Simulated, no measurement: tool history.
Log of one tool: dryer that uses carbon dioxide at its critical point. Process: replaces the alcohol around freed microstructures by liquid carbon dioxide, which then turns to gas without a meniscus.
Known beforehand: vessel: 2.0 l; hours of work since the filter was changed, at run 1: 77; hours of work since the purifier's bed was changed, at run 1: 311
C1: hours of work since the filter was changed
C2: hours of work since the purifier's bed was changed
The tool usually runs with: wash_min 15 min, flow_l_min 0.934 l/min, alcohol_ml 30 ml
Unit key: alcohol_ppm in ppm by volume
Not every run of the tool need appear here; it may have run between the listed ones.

{"run": 1, "hour": 0.0, "wash_min": 15, "flow_l_min": 0.934, "alcohol_ml": 30, "C1": 77, "C2": 311, "alcohol_ppm": 93}
{"run": 2, "hour": 10.5, "wash_min": 15, "flow_l_min": 0.934, "alcohol_ml": 29, "C1": 84, "C2": 318, "alcohol_ppm": 101}
{"run": 3, "hour": 16.7, "wash_min": 15, "flow_l_min": 0.934, "alcohol_ml": 30, "C1": 88, "C2": 322, "alcohol_ppm": 102}
{"run": 4, "hour": 26.8, "wash_min": 15, "flow_l_min": 0.934, "alcohol_ml": 30, "C1": 94, "C2": 328, "alcohol_ppm": 99}
{"run": 5, "hour": 32.4, "wash_min": 15, "flow_l_min": 0.934, "alcohol_ml": 30, "C1": 98, "C2": 332, "alcohol_ppm": 99}
{"run": 6, "hour": 39.2, "wash_min": 15, "flow_l_min": 0.934, "alcohol_ml": 30, "C1": 102, "C2": 336, "alcohol_ppm": 96}
{"run": 7, "hour": 51.9, "wash_min": 15, "flow_l_min": 0.934, "alcohol_ml": 30, "C1": 110, "C2": 344, "alcohol_ppm": 99}
{"run": 8, "hour": 62.1, "wash_min": 15, "flow_l_min": 0.934, "alcohol_ml": 30, "C1": 117, "C2": 350, "alcohol_ppm": 94}

What does the tool deliver on the next run?
{"run": 9, "hour": 75.0, "wash_min": 15, "flow_l_min": 0.581, "alcohol_ml": 51, "C1": 125, "C2": 359, "alcohol_ppm": "?"}

Run 9 produced alcohol_ppm 803 ppm by volume.
Take away the tool's hidden state, keep the run-to-run variation as it was, and the same run would have given alcohol_ppm 603 ppm by volume.

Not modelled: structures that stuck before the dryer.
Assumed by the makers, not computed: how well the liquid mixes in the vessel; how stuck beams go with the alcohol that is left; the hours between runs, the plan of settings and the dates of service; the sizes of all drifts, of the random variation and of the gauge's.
